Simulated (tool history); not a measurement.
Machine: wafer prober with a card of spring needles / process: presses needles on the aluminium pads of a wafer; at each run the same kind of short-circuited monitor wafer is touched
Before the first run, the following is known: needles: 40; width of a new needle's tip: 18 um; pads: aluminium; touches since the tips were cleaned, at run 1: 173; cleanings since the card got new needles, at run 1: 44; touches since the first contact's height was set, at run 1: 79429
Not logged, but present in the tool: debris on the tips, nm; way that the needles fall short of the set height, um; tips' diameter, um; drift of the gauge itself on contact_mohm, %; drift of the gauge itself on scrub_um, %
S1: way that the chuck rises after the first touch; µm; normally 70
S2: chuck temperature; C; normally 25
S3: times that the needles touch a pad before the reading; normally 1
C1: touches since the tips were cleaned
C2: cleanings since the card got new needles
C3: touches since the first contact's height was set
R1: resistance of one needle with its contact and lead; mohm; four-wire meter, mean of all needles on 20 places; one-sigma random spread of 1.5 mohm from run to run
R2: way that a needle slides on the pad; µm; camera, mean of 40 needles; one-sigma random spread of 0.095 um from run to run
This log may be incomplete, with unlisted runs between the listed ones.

run,hour,S1,S2,S3,C1,C2,C3,R1,R2
1,0,70,25,1,173,44,79429,246,14.6
# hour 15.5: tips cleaned on abrasive film
2,18.6,70,25,1,737,45,83818,873,14.58
3,27.5,70,25,2,2844,45,85925,568,14.44
# hour 32.2: tips cleaned on abrasive film
4,45.7,70,68,1,3197,46,90233,586,14.38
# hour 49: tips cleaned on abrasive film
# hour 66.2: tips cleaned on abrasive film
5,66.4,70,68,1,35,48,95092,221,14.48
# hour 71.6: tips cleaned on abrasive film, once more
6,79.3,70,68,1,1825,49,98142,480,14.28
# hour 87.9: tips cleaned on abrasive film
7,95.4,70,68,1,1769,50,101931,515,14.34
# hour 104.8: tips cleaned on abrasive film
8,111.6,70,68,1,1604,51,105751,474,14.56
# hour 121.4: tips cleaned on abrasive film
9,129.7,70,68,1,1976,52,110022,534,14.3
# hour 137.7: tips cleaned on abrasive film
10,141.6,70,68,1,931,53,112840,389,14.47
# hour 153.9: tips cleaned on abrasive film
11,153.9,70,68,1,0,54,115725,204,14.38
12,163,70,68,1,2163,54,117888,547,14.22
# hour 170.8: tips cleaned on abrasive film
13,178.5,70,68,1,1838,55,121549,527,14.37
# hour 183.1: height of the first contact set anew
# hour 188: tips cleaned on abrasive film
14,199.9,70,32,1,2810,56,3962,590,15.03
# hour 204.8: tips cleaned on abrasive film
15,216.6,70,32,1,2795,57,7909,573,15.07
# hour 221.7: tips cleaned on abrasive film
16,229.3,70,32,1,1795,58,10898,480,14.92
# hour 238.6: tips cleaned on abrasive film
17,242.9,81,25,1,1011,59,14097,333,17.4
# hour 255.3: tips cleaned on abrasive film
18,262.6,70,45,1,1725,60,18757,472,14.78
# hour 271.6: tips cleaned on abrasive film
19,273.4,70,45,1,428,61,21287,261,14.81
20,282.8,63,39,1,2661,61,23520,646,13.33
# hour 288: tips cleaned on abrasive film
21,301,58,81,3,3072,62,27811,384,12.22
# hour 304.5: tips cleaned on abrasive film
22,316.5,79,112,1,2836,63,31467,469,16.78
# hour 322.4: tips cleaned on abrasive film
23,330.6,85,49,1,1947,64,34792,392,18.12
# hour 339.2: tips cleaned on abrasive film
24,341.5,90,90,2,559,65,37374,206,18.94
# hour 355.6: tips cleaned on abrasive film
25,355.6,70,49,3,0,66,40700,164,14.81
# hour 371.9: tips cleaned on abrasive film
26,375.7,70,45,2,913,67,45444,292,14.84
# hour 388.4: tips cleaned on abrasive film
27,396.5,53,57,1,1915,68,50351,820,11.15
# hour 404.6: tips cleaned on abrasive film
28,413.5,53,57,1,2114,69,54371,819,11.15
# hour 421.1: tips cleaned on abrasive film
29,432.1,72,57,1,2631,70,58764,568,15.2
# hour 437.6: tips cleaned on abrasive film
30,447.6,70,25,2,2365,71,62409,420,14.77
# hour 454.6: tips cleaned on abrasive film
31,468.2,70,25,2,3231,72,67286,472,14.6
# hour 471.3: tips cleaned on abrasive film
32,478.2,70,38,1,1647,73,69626,514,14.78

Measured result minus the same run's result without the hidden state. Both carry the same run-to-run variation, though not necessarily the same gauge scatter:
run,R1,R2
1,+97,-0.38
2,+724,-0.52
3,+420,-0.52
4,+432,-0.54
5,+63,-0.59
6,+322,-0.59
7,+360,-0.62
8,+320,-0.65
9,+379,-0.66
10,+236,-0.68
11,+47,-0.71
12,+392,-0.7
13,+369,-0.73
14,+442,-0.02
15,+424,-0.05
16,+332,-0.07
17,+190,-0.09
18,+320,-0.11
19,+112,-0.12
20,+496,-0.13
21,+223,-0.14
22,+309,-0.17
23,+243,-0.19
24,+55,-0.21
25,+12,-0.24
26,+140,-0.25
27,+658,-0.27
28,+658,-0.29
29,+413,-0.31
30,+273,-0.35
31,+323,-0.36
32,+363,-0.39

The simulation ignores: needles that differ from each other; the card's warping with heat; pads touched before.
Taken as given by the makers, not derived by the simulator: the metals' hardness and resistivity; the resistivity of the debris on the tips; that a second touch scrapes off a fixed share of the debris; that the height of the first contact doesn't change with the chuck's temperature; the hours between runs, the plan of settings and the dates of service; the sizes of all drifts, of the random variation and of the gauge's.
